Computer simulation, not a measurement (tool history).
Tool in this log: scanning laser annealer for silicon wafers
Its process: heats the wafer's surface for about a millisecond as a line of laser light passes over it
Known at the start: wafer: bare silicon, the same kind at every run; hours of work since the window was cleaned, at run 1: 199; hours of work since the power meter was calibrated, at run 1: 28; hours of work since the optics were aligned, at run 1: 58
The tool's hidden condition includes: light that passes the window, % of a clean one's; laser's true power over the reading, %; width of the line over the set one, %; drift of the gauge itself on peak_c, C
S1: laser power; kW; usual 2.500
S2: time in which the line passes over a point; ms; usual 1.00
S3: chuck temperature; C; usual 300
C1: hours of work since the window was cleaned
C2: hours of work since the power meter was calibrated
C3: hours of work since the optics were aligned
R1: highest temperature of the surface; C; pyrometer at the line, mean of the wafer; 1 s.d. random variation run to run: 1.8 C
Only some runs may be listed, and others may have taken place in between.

| run | hour | S1 | S2 | S3 | C1 | C2 | C3 | R1 |
|---|---|---|---|---|---|---|---|---|
| 1 | 0.0 | 2.500 | 1.00 | 300 | 199 | 28 | 58 | 1015 |
| 2 | 5.3 | 2.500 | 1.00 | 300 | 203 | 32 | 62 | 1017 |
| 3 | 14.9 | 2.500 | 1.00 | 300 | 211 | 40 | 70 | 1015 |
| 4 | 24.8 | 2.500 | 1.00 | 300 | 218 | 47 | 78 | 1015 |
| 5 | 34.3 | 2.500 | 1.00 | 300 | 226 | 55 | 85 | 1012 |
| 6 | 40.8 | 2.500 | 1.00 | 296 | 231 | 60 | 90 | 1007 |
| 7 | 50.5 | 2.500 | 1.00 | 300 | 239 | 68 | 98 | 1011 |
| 8 | 56.1 | 2.276 | 1.00 | 300 | 243 | 72 | 102 | 932 |
| 9 | 64.6 | 2.276 | 1.00 | 300 | 250 | 79 | 109 | 933 |
| 10 | 73.5 | 2.276 | 1.11 | 300 | 257 | 86 | 116 | 962 |
| 11 | 79.4 | 2.276 | 1.11 | 300 | 262 | 91 | 121 | 961 |
| 12 | 84.3 | 2.276 | 1.11 | 300 | 265 | 94 | 125 | 961 |
| 13 | 90.9 | 2.500 | 1.09 | 300 | 271 | 100 | 130 | 1039 |
| 14 | 100.5 | 2.500 | 1.09 | 300 | 278 | 107 | 138 | 1039 |
| 15 | 107.7 | 2.500 | 1.09 | 300 | 284 | 113 | 143 | 1039 |
| 16 | 114.3 | 2.644 | 1.00 | 300 | 289 | 118 | 149 | 1062 |
| 17 | 120.5 | 2.500 | 1.00 | 299 | 294 | 123 | 153 | 1011 |
| 18 | 130.5 | 2.500 | 1.00 | 299 | 302 | 131 | 161 | 1007 |
| 19 | 139.5 | 2.500 | 1.00 | 299 | 309 | 138 | 168 | 1008 |
| 20 | 146.2 | 2.500 | 1.00 | 299 | 314 | 143 | 174 | 1011 |
| 21 | 151.7 | 2.500 | 0.77 | 261 | 319 | 148 | 178 | 893 |
| 22 | 160.0 | 2.684 | 0.75 | 265 | 325 | 154 | 185 | 948 |
| 23 | 167.6 | 2.684 | 0.75 | 265 | 331 | 160 | 191 | 947 |
| 24 | 173.4 | 2.540 | 0.86 | 319 | 336 | 165 | 195 | 994 |
| 25 | 180.4 | 2.465 | 0.86 | 319 | 341 | 170 | 201 | 969 |
| 26 | 185.0 | 2.465 | 0.86 | 319 | 345 | 174 | 204 | 970 |
| 27 | 195.0 | 2.500 | 1.00 | 261 | 353 | 182 | 212 | 967 |
| 28 | 199.7 | 2.187 | 1.06 | 300 | 357 | 186 | 216 | 913 |
| 29 | 204.1 | 2.615 | 1.00 | 324 | 360 | 189 | 219 | 1071 |
| 30 | 212.5 | 2.667 | 0.79 | 300 | 367 | 196 | 226 | 993 |
| 31 | 219.3 | 2.667 | 0.79 | 300 | 372 | 201 | 232 | 990 |
| 32 | 223.4 | 2.628 | 1.23 | 319 | 375 | 204 | 235 | 1143 |
| 33 | 233.1 | 2.428 | 0.74 | 332 | 383 | 212 | 242 | 927 |
| 34 | 239.7 | 2.500 | 0.70 | 300 | 388 | 217 | 248 | 902 |
| 35 | 247.4 | 2.748 | 0.74 | 320 | 394 | 223 | 254 | 1016 |
| 36 | 253.5 | 2.707 | 0.77 | 280 | 399 | 228 | 259 | 978 |
| 37 | 261.2 | 2.696 | 0.77 | 319 | 405 | 234 | 265 | 1009 |
| 38 | 268.4 | 2.239 | 1.00 | 265 | 411 | 240 | 270 | 874 |

Consider 4 possible next runs. They are alternatives, not a sequence: every one starts from the tool as it was left by run 38. What does each give?
| A | 275.2 | 2.686 | 1.00 | 325 | 416 | 245 | 276 | ? |
| B | 275.2 | 2.545 | 1.00 | 300 | 416 | 245 | 276 | ? |
| C | 275.2 | 2.567 | 1.00 | 300 | 416 | 245 | 276 | ? |
| D | 275.2 | 2.239 | 1.00 | 280 | 416 | 245 | 276 | ? |

| run | R1 |
|---|---|
| A | 1097 |
| B | 1021 |
| C | 1030 |
| D | 891 |
With no hidden state in the tool, these same runs would have given:
| run | R1 |
|---|---|
| A | 1124 |
| B | 1047 |
| C | 1055 |
| D | 912 |

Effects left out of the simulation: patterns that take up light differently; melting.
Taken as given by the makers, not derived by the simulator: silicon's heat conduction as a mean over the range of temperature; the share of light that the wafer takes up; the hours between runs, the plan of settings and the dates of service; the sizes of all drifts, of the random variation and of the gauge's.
